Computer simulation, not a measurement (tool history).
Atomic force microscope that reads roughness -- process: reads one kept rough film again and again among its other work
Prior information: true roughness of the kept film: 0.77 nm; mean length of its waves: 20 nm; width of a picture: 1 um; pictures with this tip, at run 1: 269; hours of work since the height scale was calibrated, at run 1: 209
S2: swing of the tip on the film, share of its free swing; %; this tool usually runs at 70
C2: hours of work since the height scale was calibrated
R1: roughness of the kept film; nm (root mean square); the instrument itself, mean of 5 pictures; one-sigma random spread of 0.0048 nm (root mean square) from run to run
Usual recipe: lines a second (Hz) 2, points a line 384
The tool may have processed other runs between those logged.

{"run": 1, "hour": 0.0, "lines a second (Hz)": 2, "S2": 70, "points a line": 384, "pictures with this tip": 269, "C2": 209, "R1": 0.637}
{"run": 2, "hour": 18.1, "lines a second (Hz)": 2, "S2": 70, "points a line": 384, "pictures with this tip": 302, "C2": 220, "R1": 0.646}
{"run": 3, "hour": 34.5, "lines a second (Hz)": 2, "S2": 70, "points a line": 384, "pictures with this tip": 333, "C2": 231, "R1": 0.64}
{"run": 4, "hour": 54.3, "lines a second (Hz)": 2, "S2": 70, "points a line": 384, "pictures with this tip": 369, "C2": 243, "R1": 0.638}
{"hour": 61.7, "done": "new tip fitted"}
{"run": 5, "hour": 68.1, "lines a second (Hz)": 2, "S2": 70, "points a line": 384, "pictures with this tip": 12, "C2": 251, "R1": 0.644}
{"run": 6, "hour": 80.0, "lines a second (Hz)": 2, "S2": 70, "points a line": 384, "pictures with this tip": 34, "C2": 258, "R1": 0.641}
{"run": 7, "hour": 92.5, "lines a second (Hz)": 0.66, "S2": 70, "points a line": 384, "pictures with this tip": 57, "C2": 266, "R1": 0.679}
{"run": 8, "hour": 103.8, "lines a second (Hz)": 0.66, "S2": 70, "points a line": 384, "pictures with this tip": 78, "C2": 273, "R1": 0.679}
{"run": 9, "hour": 115.8, "lines a second (Hz)": 2, "S2": 70, "points a line": 384, "pictures with this tip": 101, "C2": 280, "R1": 0.648}
{"run": 10, "hour": 133.7, "lines a second (Hz)": 2, "S2": 58, "points a line": 384, "pictures with this tip": 134, "C2": 292, "R1": 0.666}
{"run": 11, "hour": 143.3, "lines a second (Hz)": 2, "S2": 58, "points a line": 384, "pictures with this tip": 152, "C2": 297, "R1": 0.671}
{"run": 12, "hour": 157.8, "lines a second (Hz)": 2, "S2": 58, "points a line": 384, "pictures with this tip": 179, "C2": 306, "R1": 0.672}
{"run": 13, "hour": 170.0, "lines a second (Hz)": 2, "S2": 89, "points a line": 384, "pictures with this tip": 201, "C2": 314, "R1": 0.555}
{"run": 14, "hour": 184.3, "lines a second (Hz)": 2, "S2": 89, "points a line": 384, "pictures with this tip": 228, "C2": 323, "R1": 0.559}
{"run": 15, "hour": 204.9, "lines a second (Hz)": 2, "S2": 55, "points a line": 384, "pictures with this tip": 266, "C2": 336, "R1": 0.675}
{"run": 16, "hour": 215.6, "lines a second (Hz)": 1.27, "S2": 70, "points a line": 384, "pictures with this tip": 286, "C2": 342, "R1": 0.663}
{"run": 17, "hour": 235.6, "lines a second (Hz)": 1.27, "S2": 70, "points a line": 384, "pictures with this tip": 323, "C2": 354, "R1": 0.656}
{"run": 18, "hour": 246.4, "lines a second (Hz)": 1.27, "S2": 70, "points a line": 384, "pictures with this tip": 343, "C2": 361, "R1": 0.659}
{"run": 19, "hour": 260.3, "lines a second (Hz)": 1.27, "S2": 70, "points a line": 384, "pictures with this tip": 369, "C2": 370, "R1": 0.659}
{"hour": 268.8, "done": "new tip fitted"}
{"run": 20, "hour": 282.7, "lines a second (Hz)": 1.27, "S2": 70, "points a line": 384, "pictures with this tip": 26, "C2": 383, "R1": 0.665}
{"run": 21, "hour": 304.0, "lines a second (Hz)": 1.27, "S2": 70, "points a line": 384, "pictures with this tip": 65, "C2": 396, "R1": 0.667}
{"run": 22, "hour": 317.0, "lines a second (Hz)": 0.72, "S2": 70, "points a line": 384, "pictures with this tip": 89, "C2": 404, "R1": 0.689}
{"run": 23, "hour": 327.7, "lines a second (Hz)": 2, "S2": 85, "points a line": 384, "pictures with this tip": 109, "C2": 411, "R1": 0.579}
{"run": 24, "hour": 338.3, "lines a second (Hz)": 2, "S2": 85, "points a line": 384, "pictures with this tip": 129, "C2": 418, "R1": 0.575}
{"run": 25, "hour": 356.9, "lines a second (Hz)": 2, "S2": 85, "points a line": 384, "pictures with this tip": 163, "C2": 429, "R1": 0.58}
{"run": 26, "hour": 367.9, "lines a second (Hz)": 2, "S2": 85, "points a line": 775, "pictures with this tip": 184, "C2": 436, "R1": 0.586}
{"run": 27, "hour": 384.6, "lines a second (Hz)": 2, "S2": 85, "points a line": 775, "pictures with this tip": 215, "C2": 446, "R1": 0.583}
{"run": 28, "hour": 405.1, "lines a second (Hz)": 2.25, "S2": 57, "points a line": 384, "pictures with this tip": 253, "C2": 459, "R1": 0.669}
{"run": 29, "hour": 417.4, "lines a second (Hz)": 1.69, "S2": 60, "points a line": 409, "pictures with this tip": 276, "C2": 467, "R1": 0.667}
{"run": 30, "hour": 426.5, "lines a second (Hz)": 3.97, "S2": 87, "points a line": 628, "pictures with this tip": 292, "C2": 472, "R1": 0.495}
{"run": 31, "hour": 441.7, "lines a second (Hz)": 3.97, "S2": 87, "points a line": 628, "pictures with this tip": 321, "C2": 482, "R1": 0.484}
{"run": 32, "hour": 451.4, "lines a second (Hz)": 2.94, "S2": 87, "points a line": 628, "pictures with this tip": 339, "C2": 488, "R1": 0.525}
{"run": 33, "hour": 468.8, "lines a second (Hz)": 1.69, "S2": 87, "points a line": 330, "pictures with this tip": 371, "C2": 498, "R1": 0.583}
{"hour": 476.0, "done": "new tip fitted"}
{"run": 34, "hour": 490.8, "lines a second (Hz)": 2, "S2": 70, "points a line": 257, "pictures with this tip": 27, "C2": 512, "R1": 0.638}
{"run": 35, "hour": 502.6, "lines a second (Hz)": 2.19, "S2": 56, "points a line": 743, "pictures with this tip": 49, "C2": 519, "R1": 0.689}
{"run": 36, "hour": 518.8, "lines a second (Hz)": 2.19, "S2": 56, "points a line": 743, "pictures with this tip": 79, "C2": 529, "R1": 0.681}
{"run": 37, "hour": 530.2, "lines a second (Hz)": 2.19, "S2": 56, "points a line": 743, "pictures with this tip": 100, "C2": 536, "R1": 0.685}
{"run": 38, "hour": 540.4, "lines a second (Hz)": 0.82, "S2": 70, "points a line": 605, "pictures with this tip": 119, "C2": 542, "R1": 0.676}
{"run": 39, "hour": 561.3, "lines a second (Hz)": 0.82, "S2": 70, "points a line": 605, "pictures with this tip": 158, "C2": 555, "R1": 0.681}
{"run": 40, "hour": 573.2, "lines a second (Hz)": 0.51, "S2": 73, "points a line": 457, "pictures with this tip": 180, "C2": 563, "R1": 0.682}
{"run": 41, "hour": 589.2, "lines a second (Hz)": 0.67, "S2": 67, "points a line": 659, "pictures with this tip": 210, "C2": 572, "R1": 0.696}
{"run": 42, "hour": 603.4, "lines a second (Hz)": 1.74, "S2": 70, "points a line": 384, "pictures with this tip": 236, "C2": 581, "R1": 0.658}
{"run": 43, "hour": 620.2, "lines a second (Hz)": 0.52, "S2": 56, "points a line": 663, "pictures with this tip": 267, "C2": 592, "R1": 0.7}
{"run": 44, "hour": 635.3, "lines a second (Hz)": 0.52, "S2": 56, "points a line": 663, "pictures with this tip": 295, "C2": 601, "R1": 0.703}
{"run": 45, "hour": 647.6, "lines a second (Hz)": 0.52, "S2": 56, "points a line": 663, "pictures with this tip": 318, "C2": 609, "R1": 0.695}
{"run": 46, "hour": 665.3, "lines a second (Hz)": 2.11, "S2": 56, "points a line": 544, "pictures with this tip": 351, "C2": 619, "R1": 0.672}
{"run": 47, "hour": 681.1, "lines a second (Hz)": 2.11, "S2": 56, "points a line": 544, "pictures with this tip": 380, "C2": 629, "R1": 0.674}
{"hour": 683.3, "done": "new tip fitted"}
{"run": 48, "hour": 702.3, "lines a second (Hz)": 2.74, "S2": 75, "points a line": 408, "pictures with this tip": 36, "C2": 642, "R1": 0.602}
{"run": 49, "hour": 721.4, "lines a second (Hz)": 0.72, "S2": 65, "points a line": 669, "pictures with this tip": 71, "C2": 654, "R1": 0.697}

Describe how what the log doesn't record of the tool's condition differs between the last listed run preceding each entry between runs and the first listed run following it.
In the gap between runs 4 and 5: new tip fitted (hour 61.7)
  radius of the tip, nm: 10.8 -> 10
  the result without the hidden state subtracted from the measured one, R1: -0.004 -> +0 nm (root mean square)
In the gap between runs 19 and 20: new tip fitted (hour 268.8)
  radius of the tip, nm: 10.9 -> 10.1
  the result without the hidden state subtracted from the measured one, R1: -0.005 -> +0 nm (root mean square)
In the gap between runs 33 and 34: new tip fitted (hour 476)
  radius of the tip, nm: 10.9 -> 10.1
  the result without the hidden state subtracted from the measured one, R1: -0.004 -> -0.001 nm (root mean square)
In the gap between runs 47 and 48: new tip fitted (hour 683.3)
  radius of the tip, nm: 10.9 -> 10.1; height scale over the true one, %: -0.02 -> -0.03
  the result without the hidden state subtracted from the measured one, R1: -0.005 -> -0.001 nm (root mean square)
